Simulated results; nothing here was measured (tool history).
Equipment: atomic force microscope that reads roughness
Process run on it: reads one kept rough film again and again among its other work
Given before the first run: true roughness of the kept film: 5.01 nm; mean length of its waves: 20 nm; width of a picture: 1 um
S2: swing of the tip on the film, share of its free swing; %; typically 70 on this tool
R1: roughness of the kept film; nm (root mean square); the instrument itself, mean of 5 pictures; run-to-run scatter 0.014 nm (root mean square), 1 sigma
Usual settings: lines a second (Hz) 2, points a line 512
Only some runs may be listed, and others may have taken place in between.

Run 1, hour 0: usual settings. Result: R1 3.038 nm (root mean square).
Run 2, hour 65.7: usual settings. Result: R1 2.573 nm (root mean square).
Run 3, hour 101.6: usual settings but S2 68 %. Result: R1 2.4 nm (root mean square).
At hour 129.3: new tip fitted.
Run 4, hour 142.8: usual settings but S2 68 %. Result: R1 3.253 nm (root mean square).
Run 5, hour 208.1: usual settings but S2 71 %. Result: R1 2.715 nm (root mean square).
Run 6, hour 275.9: usual settings but S2 71 %. Result: R1 2.308 nm (root mean square).
At hour 288.2: new tip fitted.
Run 7, hour 334.6: usual settings but S2 71 %. Result: R1 2.937 nm (root mean square).
Run 8, hour 381.5: usual settings but S2 71 %. Result: R1 2.648 nm (root mean square).
At hour 442.6: new tip fitted.
Run 9, hour 442.6: usual settings but points a line 1016. Result: R1 3.336 nm (root mean square).
Run 10, hour 503.1: usual settings but points a line 1016. Result: R1 2.869 nm (root mean square).
Run 11, hour 537.4: usual settings but points a line 1016. Result: R1 2.641 nm (root mean square).
At hour 597.9: new tip fitted.
Run 12, hour 609.3: usual settings but points a line 1016. Result: R1 3.258 nm (root mean square).
Run 13, hour 647: usual settings but points a line 1016. Result: R1 2.937 nm (root mean square).
Run 14, hour 715.8: usual settings but points a line 1016. Result: R1 2.472 nm (root mean square).
Run 15, hour 750.5: usual settings. Result: R1 2.296 nm (root mean square).
At hour 756.1: new tip fitted.
Run 16, hour 788.5: usual settings but lines a second (Hz) 3.4. Result: R1 2.876 nm (root mean square).
Run 17, hour 853.8: usual settings but lines a second (Hz) 3.4. Result: R1 2.469 nm (root mean square).
Run 18, hour 907.3: usual settings. Result: R1 2.343 nm (root mean square).
At hour 912.6: new tip fitted.
Run 19, hour 964.5: usual settings. Result: R1 2.896 nm (root mean square).
Run 20, hour 1012.2: usual settings. Result: R1 2.569 nm (root mean square).
At hour 1067.3: new tip fitted.
Run 21, hour 1067.3: usual settings but points a line 392. Result: R1 3.329 nm (root mean square).
Run 22, hour 1107.3: usual settings but S2 60 %, points a line 392. Result: R1 3.119 nm (root mean square).
Run 23, hour 1177.3: usual settings but S2 62 %, points a line 392. Result: R1 2.596 nm (root mean square).
At hour 1225.8: new tip fitted.
Run 24, hour 1243.6: usual settings but S2 83 %. Result: R1 2.914 nm (root mean square).
Run 25, hour 1283.8: usual settings but lines a second (Hz) 2.03, S2 83 %, points a line 414. Result: R1 2.596 nm (root mean square).
Run 26, hour 1318.8: usual settings but lines a second (Hz) 2.03, S2 83 %, points a line 414. Result: R1 2.389 nm (root mean square).
Run 27, hour 1373.3: usual settings but lines a second (Hz) 2.03, S2 83 %, points a line 414. Result: R1 2.143 nm (root mean square).
At hour 1380.3: new tip fitted.
Run 28, hour 1432.7: usual settings but lines a second (Hz) 0.55, S2 89 %, points a line 293. Result: R1 2.957 nm (root mean square).
At hour 1438.4: height scale calibrated on a step standard.
Run 29, hour 1495.8: usual settings but lines a second (Hz) 0.71, S2 63 %, points a line 349. Result: R1 2.676 nm (root mean square).
At hour 1537.7: new tip fitted.
Run 30, hour 1544.7: usual settings but lines a second (Hz) 0.81, S2 59 %, points a line 988. Result: R1 3.552 nm (root mean square).
At hour 1555: height scale calibrated on a step standard, once more.
Run 31, hour 1578.6: usual settings but lines a second (Hz) 2.57, S2 62 %, points a line 309. Result: R1 2.94 nm (root mean square).
Run 32, hour 1639.5: usual settings but lines a second (Hz) 0.52, S2 85 %, points a line 779. Result: R1 2.636 nm (root mean square).
At hour 1692.8: new tip fitted.
Run 33, hour 1695.1: usual settings but lines a second (Hz) 0.55, S2 71 %, points a line 1017. Result: R1 3.542 nm (root mean square).
Run 34, hour 1752.1: usual settings but lines a second (Hz) 0.55, S2 71 %, points a line 1017. Result: R1 3.023 nm (root mean square).
Run 35, hour 1787: usual settings but lines a second (Hz) 0.55, S2 85 %, points a line 440. Result: R1 2.694 nm (root mean square).
At hour 1847.6: new tip fitted.
Run 36, hour 1856.5: usual settings but lines a second (Hz) 0.55, S2 85 %, points a line 440. Result: R1 3.357 nm (root mean square).
Run 37, hour 1918.9: usual settings but lines a second (Hz) 1.05, S2 62 %, points a line 405. Result: R1 2.936 nm (root mean square).
Run 38, hour 1957.9: usual settings but lines a second (Hz) 1.05, S2 62 %, points a line 405. Result: R1 2.721 nm (root mean square).
Run 39, hour 1993.1: usual settings but lines a second (Hz) 0.9, S2 80 %, points a line 559. Result: R1 2.417 nm (root mean square).
At hour 2001.6: new tip fitted.
Run 40, hour 2032.3: usual settings but lines a second (Hz) 0.9, S2 80 %, points a line 559. Result: R1 3.131 nm (root mean square).
Run 41, hour 2090.8: usual settings but lines a second (Hz) 3.26, S2 60 %, points a line 1014. Result: R1 2.691 nm (root mean square).
At hour 2155.7: new tip fitted.
Run 42, hour 2155.7: usual settings but lines a second (Hz) 2.44, S2 88 %, points a line 364. Result: R1 2.769 nm (root mean square).
Run 43, hour 2207: usual settings but lines a second (Hz) 2.44, S2 88 %, points a line 364. Result: R1 2.398 nm (root mean square).
Run 44, hour 2253: usual settings but lines a second (Hz) 1.69, S2 65 %, points a line 633. Result: R1 2.705 nm (root mean square).
Run 45, hour 2298.9: usual settings but lines a second (Hz) 1.42, points a line 510. Result: R1 2.445 nm (root mean square).
At hour 2312.5: new tip fitted.
Run 46, hour 2328.2: usual settings but points a line 580. Result: R1 3.186 nm (root mean square).
Run 47, hour 2395.5: usual settings but points a line 336. Result: R1 2.68 nm (root mean square).

Some steps in R1, run to run, broken into two amounts with sign: the step expected even without the hidden condition (settings, incoming material, random variation), and the rest, left for the hidden condition together with whatever gauge scatter is not in both the measured and the hidden-condition-free result:
The tool's hidden condition here consists of: radius of the tip, nm; height scale over the true one, %; drift of the gauge itself on roughness_nm, %.
Run 3 -> 4: new tip fitted. R1 +0.853 nm (root mean square): hidden state +0.828, all else +0.025.
Run 29 -> 30: lines a second (Hz) 0.71 -> 0.81, S2 63 -> 59, points a line 349 -> 988, new tip fitted. R1 +0.876 nm (root mean square): hidden state +0.772, all else +0.104.
Run 32 -> 33: lines a second (Hz) 0.52 -> 0.55, S2 85 -> 71, points a line 779 -> 1017, new tip fitted. R1 +0.906 nm (root mean square): hidden state +0.789, all else +0.117.
Run 45 -> 46: lines a second (Hz) 1.42 -> 2, points a line 510 -> 580, new tip fitted. R1 +0.741 nm (root mean square): hidden state +0.837, all else -0.096.

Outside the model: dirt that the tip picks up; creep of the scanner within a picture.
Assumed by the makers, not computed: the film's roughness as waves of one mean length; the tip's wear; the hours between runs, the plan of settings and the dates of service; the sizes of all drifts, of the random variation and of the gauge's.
